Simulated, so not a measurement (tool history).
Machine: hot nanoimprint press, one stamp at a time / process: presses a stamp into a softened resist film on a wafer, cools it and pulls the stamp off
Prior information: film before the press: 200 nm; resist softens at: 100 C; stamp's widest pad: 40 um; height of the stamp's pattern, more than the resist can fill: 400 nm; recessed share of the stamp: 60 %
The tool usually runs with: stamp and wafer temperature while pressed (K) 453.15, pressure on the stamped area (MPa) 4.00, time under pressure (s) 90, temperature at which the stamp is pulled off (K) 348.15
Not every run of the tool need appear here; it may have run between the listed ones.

run	hour	stamp and wafer temperature while pressed (K)	pressure on the stamped area (MPa)	time under pressure (s)	temperature at which the stamp is pulled off (K)	resist left under the stamp's widest pad (nm)	greatest force while the stamp is pulled off (N)
1	0.0	453.15	4.00	90	348.15	67.7	133
2	30.8	453.15	4.00	90	348.15	67.6	133
3	51.1	461.15	4.00	90	348.15	54.0	134
4	76.9	461.15	4.00	90	348.15	53.8	136
5	90.8	455.15	4.00	90	348.15	62.4	138
# hour 118.5: stamp cleaned and given a new release coat
6	126.0	453.15	4.00	90	348.15	67.1	117
7	151.9	453.15	4.00	90	348.15	67.3	113
8	184.9	453.15	4.00	90	348.15	67.5	118
9	209.1	453.15	4.00	90	348.15	67.5	117
# hour 214.5: plate thermocouple calibrated
10	225.6	453.15	4.00	90	348.15	65.5	117
11	244.0	453.15	4.00	90	348.15	65.4	119
12	276.0	453.15	4.00	90	348.15	65.3	120
13	296.8	453.15	4.00	90	348.15	64.7	123
14	318.1	453.15	4.00	90	348.15	65.8	116
15	350.9	453.15	4.00	90	348.15	65.4	118
16	368.6	453.15	5.08	71	356.15	62.8	99
17	400.0	453.15	5.08	155	350.15	46.0	118
# hour 415.2: plate thermocouple calibrated, once more
18	421.4	453.15	5.08	155	350.15	50.3	123
19	444.5	453.15	5.08	67	334.15	69.4	168
20	467.5	453.15	5.08	67	335.15	69.7	165
21	483.5	453.15	5.08	67	335.15	70.1	170
22	504.4	442.15	4.98	96	349.15	87.5	129
23	535.0	442.15	4.98	96	349.15	86.7	133
24	551.6	454.15	4.98	83	349.15	62.5	136
25	578.7	453.15	4.00	173	353.15	54.7	123
26	608.2	453.15	4.00	173	353.15	54.6	122
27	636.7	453.15	4.00	173	353.15	54.7	126
28	664.7	453.15	4.00	173	353.15	54.0	127
# hour 694.8: stamp cleaned and given a new release coat
29	698.8	453.15	4.00	173	353.15	53.8	110

Consider 5 possible next runs. They are alternatives, not a sequence: every one starts from the tool as it was left by run 29. What does each give?
A	728.2	445.15	2.97	156	353.15	?	?
B	728.2	453.15	4.00	173	336.15	?	?
C	728.2	453.15	3.64	97	348.15	?	?
D	728.2	453.15	4.00	173	351.15	?	?
E	728.2	457.15	4.61	46	348.15	?	?

run	resist left under the stamp's widest pad (nm)	greatest force while the stamp is pulled off (N)
A	85.5	109
B	53.9	147
C	71.6	119
D	54.2	111
E	74.8	119
Take away the tool's hidden state, keep each run's random variation, and the runs would have read:
run	resist left under the stamp's widest pad (nm)	greatest force while the stamp is pulled off (N)
A	86.9	110
B	54.4	147
C	72.4	120
D	54.8	112
E	75.2	119
